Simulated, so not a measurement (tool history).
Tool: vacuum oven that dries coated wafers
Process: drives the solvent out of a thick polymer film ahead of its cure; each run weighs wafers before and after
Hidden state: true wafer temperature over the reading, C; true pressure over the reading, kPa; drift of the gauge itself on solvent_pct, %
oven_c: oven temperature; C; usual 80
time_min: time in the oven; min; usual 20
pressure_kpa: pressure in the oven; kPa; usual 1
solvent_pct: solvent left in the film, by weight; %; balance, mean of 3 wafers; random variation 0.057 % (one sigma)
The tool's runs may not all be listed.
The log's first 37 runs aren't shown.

run,hour,oven_c,time_min,pressure_kpa,hours of work since the thermocouples were calibrated,hours of work since the vacuum gauge was cleaned of residue,solvent_pct
38,1016.6,68,10,0.71,914,103,10.89
39,1057.4,92,10,0.71,933,122,2.41
40,1084.6,80,27,1.19,946,135,1.91
41,1122,76,11,1.23,964,153,7.52
42,1154.4,66,20,1,979,168,7.78
43,1186.7,66,20,1,995,184,7.87
44,1219.6,66,20,1,1011,199,7.56
45,1249.5,82,24,1,1025,214,1.72
46,1266.6,82,11,1.07,1033,222,5.16

5 ways to go on from here, each from the tool as it stands after run 46. What would each give?
A,1283.4,81,19,0.96,1041,230,?
B,1283.4,85,31,1.52,1041,230,?
C,1283.4,80,10,1,1041,230,?
D,1283.4,92,20,1.12,1041,230,?
E,1283.4,87,20,0.99,1041,230,?

run,solvent_pct
A,2.64
B,1.29
C,6.19
D,0.94
E,1.3
Without the tool's hidden state the same runs would have given:
run,solvent_pct
A,2.63
B,1.28
C,6.17
D,0.93
E,1.3
